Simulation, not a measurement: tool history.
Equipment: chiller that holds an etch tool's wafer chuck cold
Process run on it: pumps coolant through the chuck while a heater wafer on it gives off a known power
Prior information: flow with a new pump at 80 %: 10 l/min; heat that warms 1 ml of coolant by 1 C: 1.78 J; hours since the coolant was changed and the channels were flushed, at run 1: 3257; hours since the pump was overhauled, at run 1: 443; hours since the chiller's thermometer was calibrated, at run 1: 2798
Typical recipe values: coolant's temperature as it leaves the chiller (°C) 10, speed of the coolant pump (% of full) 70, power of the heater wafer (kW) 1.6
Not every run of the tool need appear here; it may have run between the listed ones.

| run | hour | coolant's temperature as it leaves the chiller (°C) | speed of the coolant pump (% of full) | power of the heater wafer (kW) | hours since the coolant was changed and the channels were flushed | hours since the pump was overhauled | hours since the chiller's thermometer was calibrated | chuck's temperature once it has settled (°C) | how much warmer the coolant comes back (C) |
|---|---|---|---|---|---|---|---|---|---|
| 1 | 0 | 10 | 70 | 1.6 | 3257 | 443 | 2798 | 26.4 | 6.3 |
| 2 | 15.8 | 10 | 70 | 1.6 | 3273 | 459 | 2813 | 26.3 | 6.28 |
| 3 | 46.4 | 10 | 70 | 0.917 | 3304 | 489 | 2844 | 19.5 | 3.6 |
| 4 | 65.1 | 10 | 70 | 0.917 | 3323 | 508 | 2863 | 19.6 | 3.61 |
| 5 | 89.2 | 10 | 70 | 1.6 | 3347 | 532 | 2887 | 26.5 | 6.3 |
| 6 | 120.5 | 10 | 70 | 1.6 | 3378 | 563 | 2918 | 26.5 | 6.35 |
| 7 | 137.5 | 10 | 70 | 0.971 | 3395 | 580 | 2935 | 19.9 | 3.81 |
| 8 | 154.7 | 10 | 71 | 1.6 | 3412 | 597 | 2952 | 26.3 | 6.18 |
| 9 | 180 | 10 | 70 | 1.18 | 3438 | 623 | 2978 | 22.1 | 4.66 |
| 10 | 208.1 | 10 | 70 | 1.18 | 3466 | 651 | 3006 | 22.5 | 4.65 |
| 11 | 226.7 | 10 | 70 | 1.18 | 3484 | 670 | 3024 | 22.3 | 4.64 |
| 12 | 251.9 | 10 | 70 | 1.18 | 3509 | 695 | 3049 | 22.1 | 4.71 |
| 13 | 278.6 | 10 | 70 | 1.18 | 3536 | 721 | 3076 | 22.4 | 4.63 |
| 14 | 310.8 | 10 | 70 | 1.18 | 3568 | 754 | 3108 | 22.3 | 4.66 |
| 15 | 344.2 | 10 | 70 | 1.18 | 3602 | 787 | 3142 | 22.4 | 4.68 |
| 16 | 366.7 | 10 | 70 | 1.6 | 3624 | 810 | 3164 | 26.6 | 6.37 |
| 17 | 380.4 | 10 | 70 | 1.6 | 3638 | 823 | 3178 | 26.6 | 6.26 |
| 18 | 413.9 | 10 | 90 | 1.6 | 3671 | 857 | 3211 | 23.2 | 4.81 |
| 19 | 428.7 | 10 | 90 | 1.6 | 3686 | 872 | 3226 | 23.2 | 4.81 |
| 20 | 447.2 | 20 | 62 | 1.449 | 3705 | 890 | 3245 | 36.7 | 6.59 |
| 21 | 469.3 | 17 | 88 | 1.972 | 3727 | 912 | 3267 | 33.3 | 6.07 |
| 22 | 486.9 | 17 | 89 | 0.832 | 3744 | 930 | 3285 | 24.1 | 2.52 |
| 23 | 520.5 | 11 | 91 | 1.009 | 3778 | 963 | 3318 | 19.5 | 2.96 |
| 24 | 550 | 8 | 70 | 0.823 | 3808 | 993 | 3348 | 16.6 | 3.26 |
| 25 | 566.4 | 17 | 72 | 0.88 | 3824 | 1009 | 3364 | 26.2 | 3.39 |
| 26 | 583.2 | 3 | 72 | 0.88 | 3841 | 1026 | 3381 | 12.2 | 3.43 |
| 27 | 605.1 | 3 | 72 | 0.88 | 3863 | 1048 | 3403 | 12.2 | 3.37 |
| 28 | 629 | 3 | 72 | 0.88 | 3886 | 1072 | 3427 | 12.2 | 3.41 |
| 29 | 659.6 | 3 | 72 | 0.88 | 3917 | 1102 | 3457 | 12.1 | 3.43 |
| 30 | 690.7 | 3 | 72 | 0.88 | 3948 | 1134 | 3488 | 12.1 | 3.42 |
| 31 | 705.1 | 3 | 72 | 0.88 | 3963 | 1148 | 3503 | 12.3 | 3.36 |

Table of differences, measured result less the result of that run with no hidden state. Run-to-run variation is the same in both. Gauge scatter possibly is not:
The tool's hidden condition here consists of: heat passed by the chuck's channels, % of clean ones'; flow at a given pump speed, % of a new pump's; coolant's true temperature over the reading, C; drift of the gauge itself on chuck_c, C; drift of the gauge itself on warmer_back_c, C.
| run | chuck's temperature once it has settled (°C) | how much warmer the coolant comes back (C) |
|---|---|---|
| 1 | +1 | +0.05 |
| 2 | +1 | +0.05 |
| 3 | +0.7 | +0.03 |
| 4 | +0.7 | +0.03 |
| 5 | +1.1 | +0.06 |
| 6 | +1 | +0.07 |
| 7 | +0.7 | +0.04 |
| 8 | +1.1 | +0.07 |
| 9 | +0.9 | +0.06 |
| 10 | +0.9 | +0.05 |
| 11 | +0.9 | +0.05 |
| 12 | +0.9 | +0.06 |
| 13 | +0.9 | +0.06 |
| 14 | +0.9 | +0.06 |
| 15 | +1 | +0.07 |
| 16 | +1.2 | +0.1 |
| 17 | +1.2 | +0.09 |
| 18 | +1 | +0.08 |
| 19 | +1.1 | +0.08 |
| 20 | +1.2 | +0.11 |
| 21 | +1.2 | +0.1 |
| 22 | +0.7 | +0.04 |
| 23 | +0.8 | +0.06 |
| 24 | +0.8 | +0.07 |
| 25 | +0.8 | +0.06 |
| 26 | +0.9 | +0.06 |
| 27 | +0.8 | +0.07 |
| 28 | +0.9 | +0.07 |
| 29 | +0.8 | +0.07 |
| 30 | +0.9 | +0.07 |
| 31 | +0.9 | +0.07 |
